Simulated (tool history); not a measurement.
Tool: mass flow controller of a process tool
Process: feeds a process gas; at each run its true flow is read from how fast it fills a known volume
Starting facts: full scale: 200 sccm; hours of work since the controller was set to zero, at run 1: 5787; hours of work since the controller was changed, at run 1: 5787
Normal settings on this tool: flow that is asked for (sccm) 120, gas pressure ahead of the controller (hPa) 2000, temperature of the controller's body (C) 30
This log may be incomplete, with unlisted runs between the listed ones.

run,hour,flow that is asked for (sccm),gas pressure ahead of the controller (hPa),temperature of the controller's body (C),hours of work since the controller was set to zero,hours of work since the controller was changed,true flow (%)
1,0,120,2000,30,5787,5787,98.46
2,288.2,120,2680,30,5967,5967,98.18
3,570.3,120,2680,30,6144,6144,98.25
4,785.9,120,2680,30,6279,6279,98.21
# hour 832.4: controller exchanged for a calibrated one
5,956.3,120,2680,30,78,78,98.31
6,1185.1,120,2000,30,221,221,98.73
7,1414.2,120,2000,32,365,365,98.61
8,1751.4,120,2000,32,576,576,98.58
9,1940.1,120,2300,30,694,694,98.57
10,2273.6,120,2300,30,903,903,98.62
11,2466.7,120,2300,30,1024,1024,98.64
12,2791.7,120,1940,30,1228,1228,98.77
13,2968.1,120,2440,30,1339,1339,98.41
14,3136.1,120,2440,30,1444,1444,98.38
15,3280.9,92,2000,30,1535,1535,98.49
16,3514.8,92,2000,30,1681,1681,98.64
17,3856.4,46,1870,32,1895,1895,98.36
18,4020,160,2420,32,1998,1998,98.67
19,4265.9,44,2420,37,2152,2152,97.49
20,4487.8,44,2420,37,2291,2291,97.78
21,4822.3,119,2470,20,2501,2501,99.46
22,5099.6,119,2470,20,2675,2675,99.19
23,5444.5,119,2470,20,2891,2891,99.42
24,5690.2,119,2470,20,3045,3045,99.37
25,5923.7,46,1410,20,3191,3191,99.87
26,6139.5,46,1410,20,3327,3327,99.89
27,6391.2,46,1410,20,3484,3484,99.92
28,6568.7,91,2310,40,3596,3596,97.41
29,6762.7,35,1490,30,3717,3717,99.44
30,6970.7,133,1800,33,3848,3848,98.57
31,7226.3,133,2010,33,4008,4008,98.31
32,7407.9,27,1840,36,4122,4122,99.51

Branching from run 32: 4 alternative next runs. What would each branch give?
A,7672.3,70,2000,25,4287,4287,?
B,7672.3,48,2000,20,4287,4287,?
C,7672.3,120,2430,30,4287,4287,?
D,7672.3,20,2300,28,4287,4287,?

run,true flow (%)
A,98.99
B,99.9
C,98.41
D,101.14
With no hidden state in the tool, these same runs would have given:
run,true flow (%)
A,98.49
B,98.8
C,98.45
D,97.4

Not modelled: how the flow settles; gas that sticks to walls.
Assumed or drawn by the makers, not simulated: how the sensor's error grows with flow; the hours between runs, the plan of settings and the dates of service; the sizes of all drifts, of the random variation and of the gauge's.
